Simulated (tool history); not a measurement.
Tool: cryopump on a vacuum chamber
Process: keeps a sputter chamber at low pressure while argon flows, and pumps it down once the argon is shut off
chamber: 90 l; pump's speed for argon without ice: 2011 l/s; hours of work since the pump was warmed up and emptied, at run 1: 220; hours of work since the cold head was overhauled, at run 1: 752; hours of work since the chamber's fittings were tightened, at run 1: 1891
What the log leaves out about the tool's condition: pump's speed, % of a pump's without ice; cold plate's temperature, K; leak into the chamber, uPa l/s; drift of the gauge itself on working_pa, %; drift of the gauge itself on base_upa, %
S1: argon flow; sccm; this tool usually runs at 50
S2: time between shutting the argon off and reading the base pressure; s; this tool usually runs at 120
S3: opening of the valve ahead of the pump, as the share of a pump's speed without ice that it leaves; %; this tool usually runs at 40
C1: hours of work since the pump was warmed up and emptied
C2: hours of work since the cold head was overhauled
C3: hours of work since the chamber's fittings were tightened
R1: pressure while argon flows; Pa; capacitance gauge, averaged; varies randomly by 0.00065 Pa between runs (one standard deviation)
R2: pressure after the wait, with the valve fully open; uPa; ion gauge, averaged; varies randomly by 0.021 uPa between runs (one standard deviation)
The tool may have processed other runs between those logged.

{"run": 1, "hour": 0.0, "S1": 50, "S2": 120, "S3": 40, "C1": 220, "C2": 752, "C3": 1891, "R1": 0.1117, "R2": 1.85}
{"run": 2, "hour": 40.7, "S1": 50, "S2": 120, "S3": 40, "C1": 249, "C2": 781, "C3": 1920, "R1": 0.114, "R2": 1.99}
{"run": 3, "hour": 87.7, "S1": 50, "S2": 120, "S3": 40, "C1": 282, "C2": 814, "C3": 1953, "R1": 0.1157, "R2": 1.95}
{"run": 4, "hour": 144.0, "S1": 50, "S2": 120, "S3": 49, "C1": 322, "C2": 854, "C3": 1993, "R1": 0.098, "R2": 2.14}
{"run": 5, "hour": 199.4, "S1": 37, "S2": 120, "S3": 49, "C1": 361, "C2": 893, "C3": 2032, "R1": 0.0728, "R2": 2.18}
{"run": 6, "hour": 243.3, "S1": 50, "S2": 120, "S3": 52, "C1": 392, "C2": 924, "C3": 2063, "R1": 0.0972, "R2": 2.38}
{"run": 7, "hour": 298.3, "S1": 50, "S2": 120, "S3": 52, "C1": 431, "C2": 963, "C3": 2102, "R1": 0.0991, "R2": 2.3}
{"run": 8, "hour": 332.8, "S1": 50, "S2": 120, "S3": 40, "C1": 455, "C2": 987, "C3": 2126, "R1": 0.124, "R2": 2.49}
{"run": 9, "hour": 370.0, "S1": 50, "S2": 120, "S3": 40, "C1": 482, "C2": 1014, "C3": 2152, "R1": 0.1266, "R2": 2.52}
{"hour": 381.0, "done": "pump warmed up, emptied and cooled again"}
{"hour": 405.7, "done": "leaking fittings of the chamber tightened, without venting"}
{"run": 10, "hour": 443.2, "S1": 50, "S2": 120, "S3": 40, "C1": 43, "C2": 1060, "C3": 27, "R1": 0.1067, "R2": 0.53}
{"run": 11, "hour": 497.0, "S1": 50, "S2": 152, "S3": 40, "C1": 81, "C2": 1098, "C3": 65, "R1": 0.1078, "R2": 0.52}
{"run": 12, "hour": 550.4, "S1": 50, "S2": 98, "S3": 40, "C1": 118, "C2": 1136, "C3": 102, "R1": 0.1097, "R2": 0.65}
{"run": 13, "hour": 610.3, "S1": 50, "S2": 98, "S3": 40, "C1": 161, "C2": 1178, "C3": 145, "R1": 0.112, "R2": 0.67}
{"run": 14, "hour": 663.0, "S1": 50, "S2": 120, "S3": 40, "C1": 198, "C2": 1216, "C3": 182, "R1": 0.1126, "R2": 0.68}
{"run": 15, "hour": 706.4, "S1": 50, "S2": 120, "S3": 40, "C1": 229, "C2": 1246, "C3": 213, "R1": 0.1139, "R2": 0.74}
{"run": 16, "hour": 747.7, "S1": 50, "S2": 120, "S3": 17, "C1": 258, "C2": 1276, "C3": 242, "R1": 0.2592, "R2": 0.69}
{"run": 17, "hour": 784.9, "S1": 50, "S2": 120, "S3": 33, "C1": 284, "C2": 1302, "C3": 268, "R1": 0.1395, "R2": 0.76}
{"run": 18, "hour": 850.5, "S1": 87, "S2": 213, "S3": 38, "C1": 330, "C2": 1348, "C3": 314, "R1": 0.2181, "R2": 0.73}
{"run": 19, "hour": 886.1, "S1": 55, "S2": 46, "S3": 44, "C1": 356, "C2": 1373, "C3": 340, "R1": 0.1204, "R2": 1.35}
{"run": 20, "hour": 919.0, "S1": 65, "S2": 34, "S3": 17, "C1": 379, "C2": 1397, "C3": 363, "R1": 0.3456, "R2": 1.72}
{"run": 21, "hour": 962.8, "S1": 75, "S2": 82, "S3": 19, "C1": 410, "C2": 1428, "C3": 394, "R1": 0.3603, "R2": 1.07}
{"run": 22, "hour": 1019.4, "S1": 75, "S2": 82, "S3": 19, "C1": 450, "C2": 1468, "C3": 434, "R1": 0.3615, "R2": 1.17}
{"hour": 1071.2, "done": "pump warmed up, emptied and cooled again"}
{"run": 23, "hour": 1074.5, "S1": 28, "S2": 192, "S3": 27, "C1": 2, "C2": 1503, "C3": 469, "R1": 0.0882, "R2": 0.7}
{"run": 24, "hour": 1102.2, "S1": 28, "S2": 192, "S3": 27, "C1": 22, "C2": 1523, "C3": 489, "R1": 0.0885, "R2": 0.7}
{"run": 25, "hour": 1164.9, "S1": 28, "S2": 192, "S3": 27, "C1": 66, "C2": 1567, "C3": 533, "R1": 0.0893, "R2": 0.73}
{"run": 26, "hour": 1204.7, "S1": 28, "S2": 192, "S3": 48, "C1": 94, "C2": 1595, "C3": 561, "R1": 0.0511, "R2": 0.8}
{"run": 27, "hour": 1242.4, "S1": 28, "S2": 192, "S3": 48, "C1": 121, "C2": 1622, "C3": 588, "R1": 0.0515, "R2": 0.82}
{"run": 28, "hour": 1273.5, "S1": 31, "S2": 282, "S3": 30, "C1": 143, "C2": 1644, "C3": 610, "R1": 0.0903, "R2": 0.77}
{"run": 29, "hour": 1336.8, "S1": 31, "S2": 282, "S3": 30, "C1": 188, "C2": 1688, "C3": 655, "R1": 0.0913, "R2": 0.81}
{"run": 30, "hour": 1380.8, "S1": 31, "S2": 282, "S3": 30, "C1": 219, "C2": 1720, "C3": 686, "R1": 0.0919, "R2": 0.86}
{"run": 31, "hour": 1420.8, "S1": 50, "S2": 120, "S3": 20, "C1": 247, "C2": 1748, "C3": 714, "R1": 0.2224, "R2": 1.13}
{"run": 32, "hour": 1480.5, "S1": 50, "S2": 120, "S3": 20, "C1": 289, "C2": 1790, "C3": 756, "R1": 0.2213, "R2": 1.16}
{"run": 33, "hour": 1533.7, "S1": 50, "S2": 120, "S3": 20, "C1": 327, "C2": 1828, "C3": 794, "R1": 0.2247, "R2": 1.19}

5 ways to go on from here, each from the tool as it stands after run 33. What would each give?
{"run": "A", "hour": 1599.9, "S1": 42, "S2": 44, "S3": 26, "C1": 374, "C2": 1874, "C3": 841, "R1": "?", "R2": "?"}
{"run": "B", "hour": 1599.9, "S1": 25, "S2": 35, "S3": 20, "C1": 374, "C2": 1874, "C3": 841, "R1": "?", "R2": "?"}
{"run": "C", "hour": 1599.9, "S1": 50, "S2": 293, "S3": 20, "C1": 374, "C2": 1874, "C3": 841, "R1": "?", "R2": "?"}
{"run": "D", "hour": 1599.9, "S1": 44, "S2": 45, "S3": 36, "C1": 374, "C2": 1874, "C3": 841, "R1": "?", "R2": "?"}
{"run": "E", "hour": 1599.9, "S1": 50, "S2": 120, "S3": 29, "C1": 374, "C2": 1874, "C3": 841, "R1": "?", "R2": "?"}

run=A R1=0.1489 R2=1.79
run=B R1=0.1139 R2=2.01
run=C R1=0.2244 R2=1.14
run=D R1=0.1176 R2=1.84
run=E R1=0.1609 R2=1.29
Had the tool no hidden state, the same runs would have come out as:
run=A R1=0.1352 R2=0.96
run=B R1=0.1058 R2=1.2
run=C R1=0.2083 R2=0.31
run=D R1=0.1033 R2=0.98
run=E R1=0.1447 R2=0.46

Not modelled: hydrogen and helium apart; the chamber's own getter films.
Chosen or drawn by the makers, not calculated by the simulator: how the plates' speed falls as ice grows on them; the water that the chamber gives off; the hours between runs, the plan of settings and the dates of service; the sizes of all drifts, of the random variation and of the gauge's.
